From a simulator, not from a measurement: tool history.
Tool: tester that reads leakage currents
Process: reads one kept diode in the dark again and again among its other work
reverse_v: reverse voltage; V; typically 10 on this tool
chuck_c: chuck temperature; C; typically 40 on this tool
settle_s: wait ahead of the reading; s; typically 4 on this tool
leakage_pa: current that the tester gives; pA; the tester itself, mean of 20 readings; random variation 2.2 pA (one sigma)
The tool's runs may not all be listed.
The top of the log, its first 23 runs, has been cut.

run,hour,reverse_v,chuck_c,settle_s,hours of work since the probe card was cleaned,hours of work since the tester was calibrated,hours of work since the chuck was calibrated,leakage_pa
24,2231.7,1.3,23,1.18,2947,4288,202,96.06
25,2363.2,1.3,23,1.18,3034,4375,289,96.21
26,2464.5,7.9,46,4,3101,4442,356,991.97
27,2547.4,10,23,4,3156,4497,411,214.27
28,2680.5,10,56,4,3244,4584,499,2056.57
29,2739.2,5.8,32,0.54,3283,4623,537,340.66
# hour 2827.9: probe card cleaned and baked
30,2836.9,5.8,32,0.54,6,4686,600,341.2
31,2918.8,5.8,32,0.54,60,4740,654,340.34
32,3032.3,2.4,23,0.72,135,4815,729,124.18
33,3118.7,13.2,40,4,192,4872,786,813.08
34,3189.5,13.2,40,4,239,4919,833,816.54
35,3253.9,2.9,40,0.54,281,4961,875,450.72
36,3333.3,1.7,43,4,334,5013,928,444.04
37,3440.7,1.7,43,4,405,5084,999,442.09
38,3527.5,1.1,26,0.65,462,5142,1056,112.97
39,3647.4,2.5,40,1.87,541,5221,1135,422.74
40,3737.2,2.1,46,0.8,600,5280,1194,586.67

3 ways to go on from here, each from the tool as it stands after run 40. What would each give?
A,3796.4,2.1,23,5.06,640,5319,1233,?
B,3796.4,2.1,46,0.95,640,5319,1233,?
C,3796.4,1.3,40,0.42,640,5319,1233,?

run,leakage_pa
A,116.18
B,586.83
C,326.75
The same runs, with their run-to-run variation unchanged, on a tool lacking any hidden condition would have given:
run,leakage_pa
A,116.37
B,587.78
C,327.28

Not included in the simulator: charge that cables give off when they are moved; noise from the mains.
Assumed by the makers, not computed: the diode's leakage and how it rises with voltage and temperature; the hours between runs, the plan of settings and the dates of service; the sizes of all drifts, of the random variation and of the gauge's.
